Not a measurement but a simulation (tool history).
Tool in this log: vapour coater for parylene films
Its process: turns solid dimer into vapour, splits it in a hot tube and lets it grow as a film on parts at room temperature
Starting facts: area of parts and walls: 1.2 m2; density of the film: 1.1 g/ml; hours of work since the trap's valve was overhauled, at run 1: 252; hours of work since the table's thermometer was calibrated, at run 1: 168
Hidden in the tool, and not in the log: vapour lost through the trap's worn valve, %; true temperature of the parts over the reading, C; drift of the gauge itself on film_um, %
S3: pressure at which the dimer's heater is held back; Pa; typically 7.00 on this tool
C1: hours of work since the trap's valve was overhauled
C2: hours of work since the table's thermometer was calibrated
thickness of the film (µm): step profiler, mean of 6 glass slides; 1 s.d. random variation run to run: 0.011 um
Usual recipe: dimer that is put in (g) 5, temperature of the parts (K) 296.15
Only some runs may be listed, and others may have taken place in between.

Run 1, day 0.000: usual settings; C1 252; C2 168. Result: thickness of the film (µm) 2.24.
Run 2, day 1.196: usual settings; C1 268; C2 184. Result: thickness of the film (µm) 2.22.
Run 3, day 3.479: usual settings; C1 297; C2 213. Result: thickness of the film (µm) 2.23.
Run 4, day 4.621: usual settings; C1 311; C2 227. Result: thickness of the film (µm) 2.23.
Run 5, day 5.779: usual settings; C1 326; C2 242. Result: thickness of the film (µm) 2.23.
Run 6, day 7.458: usual settings; C1 348; C2 263. Result: thickness of the film (µm) 2.21.
Run 7, day 9.554: usual settings; C1 374; C2 290. Result: thickness of the film (µm) 2.21.
Run 8, day 11.679: usual settings but dimer that is put in (g) 6; C1 401; C2 317. Result: thickness of the film (µm) 2.68.
Run 9, day 12.821: usual settings but dimer that is put in (g) 6; C1 416; C2 332. Result: thickness of the film (µm) 2.67.
Run 10, day 14.096: usual settings; C1 432; C2 348. Result: thickness of the film (µm) 2.20.
Run 11, day 15.504: usual settings; C1 450; C2 366. Result: thickness of the film (µm) 2.21.
Run 12, day 17.012: usual settings; C1 469; C2 385. Result: thickness of the film (µm) 2.22.
Run 13, day 18.100: usual settings; C1 483; C2 399. Result: thickness of the film (µm) 2.22.
Run 14, day 19.779: usual settings; C1 505; C2 421. Result: thickness of the film (µm) 2.20.
Run 15, day 21.183: usual settings but temperature of the parts (K) 299.15; C1 522; C2 438. Result: thickness of the film (µm) 2.03.
Run 16, day 23.362: usual settings but dimer that is put in (g) 2, temperature of the parts (K) 299.15; C1 550; C2 466. Result: thickness of the film (µm) 0.83.
Run 17, day 24.471: usual settings but dimer that is put in (g) 2, temperature of the parts (K) 299.15; C1 564; C2 480. Result: thickness of the film (µm) 0.81.
Run 18, day 26.304: usual settings but dimer that is put in (g) 2, temperature of the parts (K) 299.15; C1 588; C2 504. Result: thickness of the film (µm) 0.83.
At day 28.121: trap's valve overhauled.
Run 19, day 28.562: usual settings but dimer that is put in (g) 2, temperature of the parts (K) 299.15; C1 6; C2 530. Result: thickness of the film (µm) 0.81.
Run 20, day 30.221: usual settings but dimer that is put in (g) 2, temperature of the parts (K) 299.15; C1 27; C2 552. Result: thickness of the film (µm) 0.81.
Run 21, day 32.188: usual settings but dimer that is put in (g) 6, temperature of the parts (K) 293.15, S3 3.58 Pa; C1 52; C2 577. Result: thickness of the film (µm) 3.31.
Run 22, day 34.279: usual settings but temperature of the parts (K) 289.15, S3 2.22 Pa; C1 79; C2 603. Result: thickness of the film (µm) 3.36.
Run 23, day 36.438: usual settings but temperature of the parts (K) 289.15, S3 2.22 Pa; C1 106; C2 631. Result: thickness of the film (µm) 3.39.
Run 24, day 37.692: usual settings but dimer that is put in (g) 2, temperature of the parts (K) 289.15, S3 3.75 Pa; C1 122; C2 647. Result: thickness of the film (µm) 1.20.
Run 25, day 38.704: usual settings but dimer that is put in (g) 4; C1 135; C2 660. Result: thickness of the film (µm) 1.74.
At day 39.204: gauge calibrated.
Run 26, day 40.342: usual settings but temperature of the parts (K) 298.15, S3 2.48 Pa; C1 156; C2 681. Result: thickness of the film (µm) 2.68.
Run 27, day 42.050: usual settings but dimer that is put in (g) 9, temperature of the parts (K) 303.15, S3 3.41 Pa; C1 178; C2 702. Result: thickness of the film (µm) 4.00.
Run 28, day 44.046: usual settings but dimer that is put in (g) 7, S3 2.54 Pa; C1 203; C2 728. Result: thickness of the film (µm) 3.93.
Run 29, day 45.888: usual settings but dimer that is put in (g) 8, temperature of the parts (K) 298.15; C1 226; C2 751. Result: thickness of the film (µm) 3.41.
Run 30, day 47.371: usual settings but dimer that is put in (g) 3, temperature of the parts (K) 293.15, S3 8.76 Pa; C1 245; C2 770. Result: thickness of the film (µm) 1.38.
Run 31, day 48.438: usual settings but dimer that is put in (g) 7, temperature of the parts (K) 302.15, S3 3.25 Pa; C1 259; C2 784. Result: thickness of the film (µm) 3.22.
Run 32, day 49.717: usual settings but dimer that is put in (g) 7, S3 2.92 Pa; C1 275; C2 800. Result: thickness of the film (µm) 3.82.
Run 33, day 50.717: usual settings but dimer that is put in (g) 7, S3 3.47 Pa; C1 288; C2 813. Result: thickness of the film (µm) 3.66.
Run 34, day 51.808: usual settings but dimer that is put in (g) 7, S3 3.47 Pa; C1 302; C2 827. Result: thickness of the film (µm) 3.68.
Run 35, day 53.242: usual settings but temperature of the parts (K) 307.15, S3 6.50 Pa; C1 320; C2 845. Result: thickness of the film (µm) 1.74.

How would selected steps in thickness of the film (µm) from run to run divide? Give the signed amount a tool lacking its hidden state would still show from settings, what came in and random variation, and the signed amount left for the hidden state, including any gauge scatter that is not in both of the compared results.
Run 20 -> 21: dimer that is put in (g) 2 -> 6, temperature of the parts (K) 299.15 -> 293.15, S3 7.00 -> 3.58. thickness of the film (µm) +2.50: hidden state -0.06, all else +2.56.
Run 23 -> 24: dimer that is put in (g) 5 -> 2, S3 2.22 -> 3.75. thickness of the film (µm) -2.19: hidden state +0.06, all else -2.25.
Run 25 -> 26: dimer that is put in (g) 4 -> 5, temperature of the parts (K) 296.15 -> 298.15, S3 7.00 -> 2.48, gauge calibrated. thickness of the film (µm) +0.94: hidden state +0.06, all else +0.88.
Run 29 -> 30: dimer that is put in (g) 8 -> 3, temperature of the parts (K) 298.15 -> 293.15, S3 7.00 -> 8.76. thickness of the film (µm) -2.03: hidden state +0.01, all else -2.04.
